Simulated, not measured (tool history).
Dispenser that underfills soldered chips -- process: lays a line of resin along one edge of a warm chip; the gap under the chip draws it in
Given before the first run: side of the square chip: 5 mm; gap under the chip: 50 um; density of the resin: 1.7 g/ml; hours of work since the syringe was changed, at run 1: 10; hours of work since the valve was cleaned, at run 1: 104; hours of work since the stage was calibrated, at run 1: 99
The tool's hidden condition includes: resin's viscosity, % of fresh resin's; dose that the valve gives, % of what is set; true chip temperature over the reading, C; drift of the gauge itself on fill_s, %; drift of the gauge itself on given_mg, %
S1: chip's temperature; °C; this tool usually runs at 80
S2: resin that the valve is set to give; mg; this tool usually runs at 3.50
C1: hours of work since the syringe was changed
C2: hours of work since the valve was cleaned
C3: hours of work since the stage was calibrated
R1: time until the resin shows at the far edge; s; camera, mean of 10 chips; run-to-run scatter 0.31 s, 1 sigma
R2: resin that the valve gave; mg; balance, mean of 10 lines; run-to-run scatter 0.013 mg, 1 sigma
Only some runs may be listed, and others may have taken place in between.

run 1 day=0.000 | S1=80 S2=3.50 | C1=10 C2=104 C3=99 | R1=11.4 R2=3.34
-- day=0.100 new syringe of resin
run 2 day=0.325 | S1=80 S2=4.49 | C1=4 C2=110 C3=104 | R1=8.1 R2=4.28
run 3 day=0.712 | S1=80 S2=4.49 | C1=11 C2=116 C3=111 | R1=11.7 R2=4.27
-- day=0.771 new syringe of resin
-- day=0.833 dispensing valve cleaned and set on the balance
run 4 day=1.025 | S1=80 S2=4.49 | C1=4 C2=3 C3=115 | R1=7.5 R2=4.47
run 5 day=1.329 | S1=80 S2=4.49 | C1=9 C2=8 C3=120 | R1=10.4 R2=4.48
-- day=1.492 new syringe of resin
run 6 day=1.838 | S1=80 S2=3.50 | C1=6 C2=17 C3=129 | R1=9.5 R2=3.49
-- day=2.158 new syringe of resin
run 7 day=2.158 | S1=82 S2=3.50 | C1=0 C2=22 C3=134 | R1=6.0 R2=3.46
run 8 day=2.392 | S1=80 S2=3.50 | C1=4 C2=26 C3=138 | R1=8.5 R2=3.44
run 9 day=2.646 | S1=80 S2=3.50 | C1=8 C2=30 C3=142 | R1=10.1 R2=3.44
-- day=2.825 new syringe of resin
run 10 day=3.121 | S1=80 S2=3.66 | C1=5 C2=38 C3=150 | R1=8.2 R2=3.60
run 11 day=3.467 | S1=79 S2=3.89 | C1=11 C2=44 C3=156 | R1=12.1 R2=3.82
-- day=3.500 new syringe of resin
run 12 day=3.729 | S1=73 S2=3.89 | C1=4 C2=49 C3=161 | R1=11.2 R2=3.77
-- day=4.171 new syringe of resin
run 13 day=4.192 | S1=80 S2=4.20 | C1=0 C2=56 C3=168 | R1=6.3 R2=4.10
run 14 day=4.646 | S1=74 S2=4.27 | C1=8 C2=64 C3=176 | R1=14.1 R2=4.16
-- day=4.862 new syringe of resin
run 15 day=4.958 | S1=87 S2=3.48 | C1=2 C2=69 C3=181 | R1=4.9 R2=3.37
run 16 day=5.229 | S1=83 S2=3.60 | C1=6 C2=74 C3=186 | R1=7.8 R2=3.49
-- day=5.525 new syringe of resin
run 17 day=5.621 | S1=83 S2=3.60 | C1=2 C2=80 C3=192 | R1=6.1 R2=3.46

Per-run results on a tool with no hidden state, each run keeping its own random variation:
run=1 R1=6.5 R2=3.49
run=2 R1=6.5 R2=4.47
run=3 R1=6.4 R2=4.48
run=4 R1=6.0 R2=4.48
run=5 R1=6.3 R2=4.51
run=6 R1=6.8 R2=3.52
run=7 R1=5.9 R2=3.50
run=8 R1=6.7 R2=3.48
run=9 R1=6.2 R2=3.49
run=10 R1=6.0 R2=3.66
run=11 R1=6.4 R2=3.89
run=12 R1=8.8 R2=3.85
run=13 R1=6.0 R2=4.20
run=14 R1=8.8 R2=4.27
run=15 R1=4.4 R2=3.47
run=16 R1=5.3 R2=3.60
run=17 R1=5.3 R2=3.58
